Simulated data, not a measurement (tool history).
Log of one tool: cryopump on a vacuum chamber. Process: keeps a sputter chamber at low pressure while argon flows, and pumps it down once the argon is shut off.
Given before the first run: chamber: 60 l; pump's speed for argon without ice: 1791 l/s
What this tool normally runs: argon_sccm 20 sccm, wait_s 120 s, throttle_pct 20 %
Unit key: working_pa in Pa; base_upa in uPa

{"run": 1, "hour": 0.0, "argon_sccm": 20, "wait_s": 120, "throttle_pct": 20, "working_pa": 0.0975, "base_upa": 0.55}
{"run": 2, "hour": 9.4, "argon_sccm": 20, "wait_s": 120, "throttle_pct": 20, "working_pa": 0.0967, "base_upa": 0.58}
{"run": 3, "hour": 19.9, "argon_sccm": 20, "wait_s": 120, "throttle_pct": 20, "working_pa": 0.0973, "base_upa": 0.57}
{"run": 4, "hour": 34.1, "argon_sccm": 15, "wait_s": 120, "throttle_pct": 20, "working_pa": 0.0731, "base_upa": 0.55}
{"run": 5, "hour": 43.3, "argon_sccm": 15, "wait_s": 37, "throttle_pct": 20, "working_pa": 0.0728, "base_upa": 1.18}
{"run": 6, "hour": 58.1, "argon_sccm": 15, "wait_s": 37, "throttle_pct": 20, "working_pa": 0.0732, "base_upa": 1.18}
{"run": 7, "hour": 71.3, "argon_sccm": 15, "wait_s": 37, "throttle_pct": 36, "working_pa": 0.0416, "base_upa": 1.18}
{"run": 8, "hour": 86.6, "argon_sccm": 15, "wait_s": 37, "throttle_pct": 36, "working_pa": 0.0412, "base_upa": 1.16}
{"run": 9, "hour": 104.4, "argon_sccm": 15, "wait_s": 37, "throttle_pct": 36, "working_pa": 0.0417, "base_upa": 1.18}
{"run": 10, "hour": 118.6, "argon_sccm": 11, "wait_s": 120, "throttle_pct": 20, "working_pa": 0.0548, "base_upa": 0.56}
{"run": 11, "hour": 139.7, "argon_sccm": 20, "wait_s": 120, "throttle_pct": 53, "working_pa": 0.0409, "base_upa": 0.6}
{"run": 12, "hour": 156.9, "argon_sccm": 20, "wait_s": 120, "throttle_pct": 53, "working_pa": 0.039, "base_upa": 0.62}
{"run": 13, "hour": 172.6, "argon_sccm": 20, "wait_s": 120, "throttle_pct": 53, "working_pa": 0.0406, "base_upa": 0.58}
{"run": 14, "hour": 185.5, "argon_sccm": 20, "wait_s": 120, "throttle_pct": 53, "working_pa": 0.0402, "base_upa": 0.63}
{"run": 15, "hour": 207.6, "argon_sccm": 20, "wait_s": 258, "throttle_pct": 25, "working_pa": 0.0792, "base_upa": 0.51}
{"run": 16, "hour": 224.6, "argon_sccm": 20, "wait_s": 258, "throttle_pct": 25, "working_pa": 0.0803, "base_upa": 0.47}

Run 17 has not been measured yet. What should we expect?
{"run": 17, "hour": 245.8, "argon_sccm": 20, "wait_s": 258, "throttle_pct": 25, "working_pa": "?", "base_upa": "?"}

{"run 17": {"working_pa": 0.0789, "base_upa": 0.5}}
With the hidden condition absent and the run-to-run variation left alone, this run would have shown working_pa 0.0743 Pa, base_upa 0.29 uPa.
